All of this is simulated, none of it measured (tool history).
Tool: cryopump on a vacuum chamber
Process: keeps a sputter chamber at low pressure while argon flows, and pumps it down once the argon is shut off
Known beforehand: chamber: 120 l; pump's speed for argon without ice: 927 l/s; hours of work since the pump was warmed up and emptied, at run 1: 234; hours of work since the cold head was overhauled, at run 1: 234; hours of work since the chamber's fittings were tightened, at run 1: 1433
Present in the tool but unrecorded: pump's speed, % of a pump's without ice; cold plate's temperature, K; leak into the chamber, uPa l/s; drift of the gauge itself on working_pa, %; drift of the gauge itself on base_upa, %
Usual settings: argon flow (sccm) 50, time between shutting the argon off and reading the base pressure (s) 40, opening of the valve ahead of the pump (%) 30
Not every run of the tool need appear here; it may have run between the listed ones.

run	hour	argon flow (sccm)	time between shutting the argon off and reading the base pressure (s)	opening of the valve ahead of the pump (%)	hours of work since the pump was warmed up and emptied	hours of work since the cold head was overhauled	hours of work since the chamber's fittings were tightened	pressure while argon flows (Pa)	pressure after the wait (uPa)
1	0.0	50	40	30	234	234	1433	0.3152	4.65
2	30.1	50	40	30	256	256	1455	0.3187	4.66
3	65.8	50	40	30	282	282	1481	0.3185	4.65
4	97.0	50	40	30	304	304	1503	0.3196	4.75
5	124.7	50	40	27	324	324	1523	0.3572	4.72
6	172.7	50	40	30	358	358	1557	0.3234	4.90
7	206.5	50	40	30	383	383	1582	0.3219	4.84
8	257.8	50	40	30	420	420	1619	0.3269	4.85
9	302.7	50	40	30	452	452	1651	0.3289	5.00
10	356.1	50	40	30	490	490	1689	0.3286	5.00
11	417.4	21	40	30	534	534	1733	0.1384	5.06
12	459.8	78	40	30	565	565	1764	0.5249	5.22
13	508.8	67	198	27	600	600	1799	0.4994	2.44
14	538.6	50	41	46	622	622	1821	0.2336	5.20
15	598.3	50	41	46	664	664	1864	0.2348	5.15
16	656.3	74	40	30	706	706	1905	0.5078	5.46
17	702.6	62	159	44	740	740	1939	0.3110	2.80
18	742.5	26	80	18	768	768	1967	0.2873	3.68
19	789.4	53	40	17	802	802	2001	0.6203	5.42
# hour 825.9: pump warmed up, emptied and cooled again
20	837.3	28	40	30	8	833	2032	0.1725	4.80
21	865.3	27	40	36	28	853	2052	0.1383	4.93
22	925.9	63	54	24	72	897	2096	0.4814	3.97
23	962.2	50	89	30	98	923	2122	0.3096	2.96

Forecast each of these 4 alternatives for the next run:
A	1000.4	50	152	37	125	950	2149	?	?
B	1000.4	50	89	50	125	950	2149	?	?
C	1000.4	43	40	30	125	950	2149	?	?
D	1000.4	50	59	30	125	950	2149	?	?

run	pressure while argon flows (Pa)	pressure after the wait (uPa)
A	0.2542	2.48
B	0.1879	2.98
C	0.2658	5.05
D	0.3078	3.87
Stripped of hidden state, with their random variation kept, the same runs would have yielded:
run	pressure while argon flows (Pa)	pressure after the wait (uPa)
A	0.2480	1.24
B	0.1818	1.81
C	0.2605	3.82
D	0.3018	2.66

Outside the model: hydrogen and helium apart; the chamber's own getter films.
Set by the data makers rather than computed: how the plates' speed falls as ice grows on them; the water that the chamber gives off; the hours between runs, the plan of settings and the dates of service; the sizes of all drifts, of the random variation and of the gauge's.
